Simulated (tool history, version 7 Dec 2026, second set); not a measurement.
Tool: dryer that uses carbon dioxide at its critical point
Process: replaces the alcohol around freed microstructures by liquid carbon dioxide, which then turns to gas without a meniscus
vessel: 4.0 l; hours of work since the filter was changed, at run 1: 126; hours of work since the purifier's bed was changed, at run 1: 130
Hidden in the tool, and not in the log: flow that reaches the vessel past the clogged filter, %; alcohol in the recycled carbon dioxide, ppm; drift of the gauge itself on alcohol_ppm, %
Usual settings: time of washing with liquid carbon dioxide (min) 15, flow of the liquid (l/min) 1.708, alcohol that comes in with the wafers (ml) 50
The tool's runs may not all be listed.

run   hour  time of washing with liquid carbon dioxide (min)  flow of the liquid (l/min)  alcohol that comes in with the wafers (ml)  hours of work since the filter was changed  hours of work since the purifier's bed was changed  alcohol left in the vessel before it's heated (ppm by volume)
  1    0.0                                                15                       1.708                                          50                                         126                                                 130                                                            137
  2    5.5                                                15                       1.708                                          50                                         128                                                 133                                                            134
  3   14.6                                                15                       1.708                                          50                                         133                                                 138                                                            141
  4   21.8                                                15                       1.708                                          50                                         137                                                 142                                                            140
  5   27.0                                                15                       1.708                                          50                                         140                                                 144                                                            136
  6   31.7                                                15                       1.708                                          50                                         142                                                 147                                                            144
  7   40.1                                                15                       1.360                                          50                                         147                                                 151                                                            330
  8   47.6                                                15                       1.360                                          50                                         150                                                 155                                                            328
  9   56.5                                                15                       1.870                                          50                                         155                                                 160                                                             94
 10   60.7                                                15                       1.870                                          50                                         157                                                 162                                                            107
 11   68.7                                                15                       1.220                                          50                                         161                                                 166                                                            479
 12   75.2                                                15                       1.220                                          50                                         165                                                 169                                                            484
 13   83.3                                                15                       1.660                                          50                                         169                                                 174                                                            158
 14   88.3                                                15                       1.660                                          50                                         172                                                 176                                                            167
 15   97.1                                                15                       1.660                                          50                                         176                                                 181                                                            169
 16  106.5                                                15                       1.660                                          50                                         181                                                 186                                                            172
 17  115.1                                                12                       1.190                                          28                                         186                                                 190                                                            564
 18  123.2                                                15                       1.980                                          52                                         190                                                 195                                                             93
 19  131.5                                                14                       1.170                                          29                                         194                                                 199                                                            422
 20  140.0                                                14                       1.170                                          29                                         199                                                 203                                                            416
 21  147.3                                                12                       1.260                                          70                                         203                                                 207                                                           1248
 22  155.4                                                12                       1.260                                          35                                         207                                                 211                                                            642
 23  161.0                                                19                       1.550                                          35                                         210                                                 214                                                             84
 24  165.7                                                19                       1.550                                          35                                         212                                                 217                                                             83
 25  171.0                                                19                       1.550                                          35                                         215                                                 220                                                             82
 26  178.2                                                19                       1.550                                          35                                         219                                                 223                                                             76
 27  184.5                                                 9                       1.390                                          52                                         222                                                 227                                                           1424
 28  193.8                                                 9                       1.390                                          52                                         227                                                 232                                                           1503
 29  201.5                                                 9                       1.050                                          22                                         231                                                 236                                                           1081
 30  207.3                                                 9                       1.050                                          22                                         234                                                 239                                                           1102
 31  215.8                                                 9                       1.050                                          22                                         238                                                 243                                                           1067

4 ways to go on from here, each from the tool as it stands after run 31. What would each give?
  A  220.7                                                14                       2.380                                          31                                         241                                                 246                                                              ?
  B  220.7                                                19                       1.820                                          50                                         241                                                 246                                                              ?
  C  220.7                                                15                       1.410                                          50                                         241                                                 246                                                              ?
  D  220.7                                                11                       1.050                                          22                                         241                                                 246                                                              ?

run  alcohol left in the vessel before it's heated (ppm by volume)
  A                                                             58
  B                                                             69
  C                                                            342
  D                                                            780
Without the tool's hidden state the same runs would have given:
run  alcohol left in the vessel before it's heated (ppm by volume)
  A                                                             19
  B                                                             26
  C                                                            221
  D                                                            615
